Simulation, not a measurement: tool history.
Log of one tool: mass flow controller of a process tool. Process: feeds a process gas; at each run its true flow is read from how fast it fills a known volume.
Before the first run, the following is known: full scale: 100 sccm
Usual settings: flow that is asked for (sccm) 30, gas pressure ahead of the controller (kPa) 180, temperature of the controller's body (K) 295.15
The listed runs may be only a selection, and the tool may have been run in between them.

run,hour,flow that is asked for (sccm),gas pressure ahead of the controller (kPa),temperature of the controller's body (K),true flow (%)
1,0,30,180,295.15,98.46
2,62.1,30,180,295.15,98.37
3,129.3,30,180,295.15,98.29
4,212.2,30,279,295.15,98.83
5,275.7,30,279,295.15,98.82
6,359.1,30,279,295.15,98.9
7,432.5,30,279,295.15,98.86
8,483.7,30,180,295.15,98.21
9,522.8,30,180,295.15,98.31
10,572.5,30,180,295.15,98.24
11,610.5,73,180,309.15,98.77
12,670.6,24,217,309.15,97.4

For run 13, what comes out?
13,733.2,16,242,298.15,?

Run 13 came out at true flow (%) 97.55.
If the tool had no hidden condition, the same run with the same run-to-run variation would have returned true flow (%) 98.71.

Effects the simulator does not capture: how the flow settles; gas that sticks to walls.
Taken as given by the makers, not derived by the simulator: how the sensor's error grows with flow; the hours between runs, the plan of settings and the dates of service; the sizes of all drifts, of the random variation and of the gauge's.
